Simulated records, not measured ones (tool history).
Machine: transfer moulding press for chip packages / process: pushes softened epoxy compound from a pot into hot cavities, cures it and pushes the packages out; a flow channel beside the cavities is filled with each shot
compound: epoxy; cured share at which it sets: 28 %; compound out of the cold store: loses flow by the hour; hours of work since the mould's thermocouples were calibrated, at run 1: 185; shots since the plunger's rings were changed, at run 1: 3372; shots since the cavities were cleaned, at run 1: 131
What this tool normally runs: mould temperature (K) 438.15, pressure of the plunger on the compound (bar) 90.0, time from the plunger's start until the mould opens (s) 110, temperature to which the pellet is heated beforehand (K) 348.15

| run | hour | mould temperature (K) | pressure of the plunger on the compound (bar) | time from the plunger's start until the mould opens (s) | temperature to which the pellet is heated beforehand (K) | hours of work since the mould's thermocouples were calibrated | shots since the plunger's rings were changed | shots since the cavities were cleaned | incoming compound's hours out of the cold store | length that the compound runs in the flow channel (mm) | greatest force on the pins that push the packages out (N) |
|---|---|---|---|---|---|---|---|---|---|---|---|
| 1 | 0.0 | 438.15 | 90.0 | 110 | 348.15 | 185 | 3372 | 131 | 38.7 | 504 | 263 |
| 2 | 9.2 | 438.15 | 90.0 | 110 | 348.15 | 191 | 3469 | 228 | 31.3 | 539 | 294 |
| 3 | 16.3 | 438.15 | 90.0 | 110 | 348.15 | 196 | 3545 | 304 | 24.1 | 554 | 305 |
| 4 | 29.6 | 438.15 | 90.0 | 110 | 348.15 | 205 | 3686 | 445 | 42.6 | 486 | 326 |
| 5 | 39.7 | 438.15 | 90.0 | 110 | 348.15 | 212 | 3793 | 552 | 44.6 | 482 | 353 |
| 6 | 48.9 | 438.15 | 90.0 | 110 | 348.15 | 218 | 3891 | 650 | 27.8 | 541 | 357 |
|  | 65.3 | cavities cleaned with cleaning compound and waxed |
| 7 | 66.4 | 438.15 | 90.0 | 110 | 348.15 | 229 | 4061 | 12 | 13.4 | 596 | 451 |
| 8 | 83.6 | 438.15 | 90.0 | 110 | 348.15 | 240 | 4243 | 194 | 14.4 | 583 | 497 |
| 9 | 95.1 | 438.15 | 90.0 | 110 | 348.15 | 248 | 4365 | 316 | 10.8 | 600 | 490 |
| 10 | 108.6 | 438.15 | 90.0 | 110 | 348.15 | 257 | 4509 | 460 | 29.9 | 524 | 480 |
| 11 | 119.0 | 438.15 | 90.0 | 110 | 348.15 | 264 | 4619 | 570 | 36.4 | 505 | 485 |
| 12 | 133.4 | 438.15 | 90.0 | 110 | 348.15 | 274 | 4772 | 723 | 32.9 | 517 | 481 |
|  | 142.8 | cavities cleaned with cleaning compound and waxed |
| 13 | 146.5 | 440.15 | 90.0 | 110 | 348.15 | 282 | 4895 | 39 | 23.0 | 542 | 229 |
| 14 | 155.2 | 440.15 | 90.0 | 110 | 348.15 | 288 | 4987 | 131 | 24.1 | 531 | 257 |
|  | 163.1 | cavities cleaned with cleaning compound and waxed, once more |
| 15 | 168.8 | 436.15 | 69.9 | 107 | 343.15 | 296 | 5116 | 61 | 9.0 | 534 | 270 |
| 16 | 185.6 | 436.15 | 69.9 | 107 | 343.15 | 308 | 5294 | 239 | 17.2 | 507 | 321 |
| 17 | 193.4 | 436.15 | 69.9 | 107 | 343.15 | 313 | 5377 | 322 | 20.1 | 495 | 345 |
| 18 | 206.8 | 440.15 | 80.5 | 110 | 340.15 | 322 | 5519 | 464 | 44.8 | 441 | 332 |
| 19 | 220.4 | 440.15 | 80.5 | 110 | 340.15 | 331 | 5663 | 608 | 8.4 | 568 | 354 |
| 20 | 230.7 | 440.15 | 80.5 | 110 | 340.15 | 338 | 5773 | 718 | 38.1 | 461 | 368 |
|  | 240.6 | cavities cleaned with cleaning compound and waxed |
| 21 | 248.9 | 443.15 | 90.0 | 110 | 351.15 | 350 | 5950 | 88 | 21.8 | 530 | 232 |
| 22 | 263.0 | 438.15 | 86.4 | 115 | 348.15 | 359 | 6100 | 238 | 37.4 | 485 | 276 |
|  | 272.1 | plunger's sealing rings changed |
| 23 | 281.6 | 445.15 | 79.1 | 115 | 345.15 | 370 | 100 | 408 | 15.7 | 549 | 312 |
| 24 | 293.5 | 433.15 | 79.1 | 141 | 345.15 | 378 | 227 | 535 | 45.3 | 486 | 335 |
| 25 | 303.1 | 438.15 | 90.0 | 110 | 358.15 | 385 | 329 | 637 | 34.7 | 535 | 376 |
| 26 | 312.0 | 438.15 | 90.0 | 110 | 358.15 | 391 | 424 | 732 | 39.7 | 504 | 383 |
|  | 320.0 | cavities cleaned with cleaning compound and waxed |
| 27 | 326.2 | 434.15 | 78.1 | 102 | 349.15 | 400 | 558 | 65 | 15.5 | 572 | 316 |
| 28 | 335.3 | 434.15 | 78.1 | 102 | 349.15 | 406 | 654 | 161 | 12.9 | 594 | 340 |

Same runs, no hidden state in the tool, same run-to-run variation:
Hidden conditions of the tool in this case: true mould temperature over the reading, C; pressure that reaches the compound, % of what is set; grip of the stained cavities, % over clean ones'; drift of the gauge itself on flow_mm, %; drift of the gauge itself on push_out_n, %.
| run | length that the compound runs in the flow channel (mm) | greatest force on the pins that push the packages out (N) |
|---|---|---|
| 1 | 525 | 214 |
| 2 | 563 | 218 |
| 3 | 579 | 209 |
| 4 | 509 | 205 |
| 5 | 505 | 212 |
| 6 | 568 | 203 |
| 7 | 626 | 208 |
| 8 | 615 | 232 |
| 9 | 634 | 225 |
| 10 | 555 | 215 |
| 11 | 535 | 216 |
| 12 | 549 | 213 |
| 13 | 577 | 211 |
| 14 | 566 | 212 |
| 15 | 570 | 240 |
| 16 | 542 | 236 |
| 17 | 531 | 236 |
| 18 | 473 | 209 |
| 19 | 611 | 208 |
| 20 | 497 | 206 |
| 21 | 573 | 205 |
| 22 | 525 | 207 |
| 23 | 549 | 208 |
| 24 | 487 | 203 |
| 25 | 537 | 218 |
| 26 | 506 | 214 |
| 27 | 575 | 273 |
| 28 | 598 | 265 |
